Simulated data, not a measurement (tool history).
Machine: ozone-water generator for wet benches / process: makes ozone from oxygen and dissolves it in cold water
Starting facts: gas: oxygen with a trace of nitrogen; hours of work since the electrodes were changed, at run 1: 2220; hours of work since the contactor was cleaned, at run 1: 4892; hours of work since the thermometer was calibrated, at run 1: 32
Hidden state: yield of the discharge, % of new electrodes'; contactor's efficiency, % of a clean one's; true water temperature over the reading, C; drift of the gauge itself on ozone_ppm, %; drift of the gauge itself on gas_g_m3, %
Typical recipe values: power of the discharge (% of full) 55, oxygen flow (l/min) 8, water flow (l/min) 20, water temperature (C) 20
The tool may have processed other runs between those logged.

run	hour	power of the discharge (% of full)	oxygen flow (l/min)	water flow (l/min)	water temperature (C)	hours of work since the electrodes were changed	hours of work since the contactor was cleaned	hours of work since the thermometer was calibrated	dissolved ozone (ppm)	ozone in the gas ahead of the water (g/m3)
1	0	55	8	20	20	2220	4892	32	27	202.7
2	29.9	55	8	20	20	2247	4919	58	26.6	204.9
3	75.4	55	8	20	20	2288	4960	99	26.4	202.4
4	111.5	55	8	20	20	2320	4992	132	26.7	202.2
5	152.7	52	8	20	20	2357	5029	169	25.7	198.7
6	202.3	52	8	20	20	2402	5074	213	25.7	196.3
7	265	52	8	20	20	2458	5130	270	25.5	198
8	319.6	52	8	20	20	2507	5180	319	25.8	197.8
9	358.4	52	8	20	20	2542	5214	354	25.8	196.3
10	410.4	52	8	20	20	2589	5261	400	25.5	197
11	455.2	55	8	15	20	2629	5301	441	32.2	203.1
12	486.9	55	8	20	20	2657	5330	469	26.4	204.8
13	548.4	55	8	20	20	2713	5385	524	26.4	200.6
14	602.1	55	8	20	20	2761	5433	573	26.2	200.5
15	641.2	55	8	20	20	2796	5469	608	26.3	203.5
16	681.4	55	8	20	20	2832	5505	644	25.9	202.1
17	709.5	55	8	20	20	2857	5530	669	26.5	202.4
18	761.5	55	9.32	20	13	2904	5577	716	28.6	185.7
19	806.2	52	8	20	13	2944	5617	756	28.6	195.3
20	863.7	42	12.14	15	20	2996	5669	808	23.4	130.6
21	914.3	42	12.14	15	20	3041	5714	853	23.8	131.4
22	944.8	55	6.63	14	26	3069	5741	881	30.7	229.9
23	978.8	55	8	20	28	3099	5772	911	22.2	203.2
24	1028	55	8	18	16	3144	5816	956	30	201.8
25	1059.6	64	8	18	16	3172	5845	984	33.2	218.9
26	1123.1	64	8	18	16	3229	5902	1041	32.8	220.7
27	1178.1	55	6.23	20	15	3279	5951	1090	29.8	238.6
28	1229	55	6.23	20	15	3324	5997	1136	29.9	238.5
29	1270.8	55	8	31	20	3362	6034	1174	18.1	200.8
30	1305.7	95	6.46	14	20	3393	6066	1205	47.3	313.1
31	1363.9	95	5.63	25	20	3446	6118	1257	31.2	342.9
32	1424.1	95	5.63	27	22	3500	6172	1312	27.8	344.1
33	1481.1	95	5.63	27	22	3551	6224	1363	28.3	347.1

3 ways to go on from here, each from the tool as it stands after run 33. What would each give?
A	1512.4	51	8	15	25	3579	6252	1391	?	?
B	1512.4	55	8	17	14	3579	6252	1391	?	?
C	1512.4	74	5.63	20	22	3579	6252	1391	?	?

run	dissolved ozone (ppm)	ozone in the gas ahead of the water (g/m3)
A	27.1	192.8
B	32.6	201.3
C	31.5	300.6
With no hidden state in the tool, these same runs would have given:
run	dissolved ozone (ppm)	ozone in the gas ahead of the water (g/m3)
A	29.3	199.9
B	35.3	209.2
C	34.6	314.6
